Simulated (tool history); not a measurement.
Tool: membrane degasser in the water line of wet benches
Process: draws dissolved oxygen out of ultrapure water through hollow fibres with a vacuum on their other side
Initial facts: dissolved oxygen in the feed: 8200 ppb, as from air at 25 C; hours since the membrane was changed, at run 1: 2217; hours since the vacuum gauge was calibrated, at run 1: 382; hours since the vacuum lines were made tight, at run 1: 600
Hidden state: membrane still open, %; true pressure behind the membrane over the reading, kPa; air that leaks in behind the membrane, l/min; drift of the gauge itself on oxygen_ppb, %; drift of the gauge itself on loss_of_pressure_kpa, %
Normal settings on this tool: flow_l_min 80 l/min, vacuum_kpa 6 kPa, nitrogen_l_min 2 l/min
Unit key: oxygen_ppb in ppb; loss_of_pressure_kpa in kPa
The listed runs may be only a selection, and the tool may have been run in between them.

run,hour,flow_l_min,vacuum_kpa,nitrogen_l_min,hours since the membrane was changed,hours since the vacuum gauge was calibrated,hours since the vacuum lines were made tight,oxygen_ppb,loss_of_pressure_kpa
1,0,80,6,2,2217,382,600,250.4,41.52
2,49,80,6,2,2266,431,649,248.1,41.65
3,107,80,11.28,2,2324,489,707,634.3,41.28
4,149.2,80,11.28,2,2366,531,749,629.4,41.58
5,231.4,80,11.28,2,2448,613,831,629.1,41.11
6,299.5,109,6,2,2516,681,900,338.5,56.49
7,354.8,51,6,2,2572,736,955,160.3,26.04
8,420.5,51,6,2,2637,802,1021,158.6,26.21
9,492.2,127,11.33,5.19,2709,874,1092,493.5,65.38
10,567.5,53,6,2.58,2784,949,1168,134.7,27.27
11,653.7,87,7.65,2.14,2871,1035,1254,383,45.05

Predict each of these 3 candidate next runs independently; none follows another, all start after run 11:
A,726.4,87,5.65,2.14,2943,1108,1326,?,?
B,726.4,102,6,4.45,2943,1108,1326,?,?
C,726.4,77,9.44,1.08,2943,1108,1326,?,?

run,oxygen_ppb,loss_of_pressure_kpa
A,232.7,44.86
B,190.6,52.49
C,744.6,39.41
Stripped of hidden state, with their random variation kept, the same runs would have yielded:
run,oxygen_ppb,loss_of_pressure_kpa
A,232.7,44.85
B,190.6,52.48
C,744.5,39.41

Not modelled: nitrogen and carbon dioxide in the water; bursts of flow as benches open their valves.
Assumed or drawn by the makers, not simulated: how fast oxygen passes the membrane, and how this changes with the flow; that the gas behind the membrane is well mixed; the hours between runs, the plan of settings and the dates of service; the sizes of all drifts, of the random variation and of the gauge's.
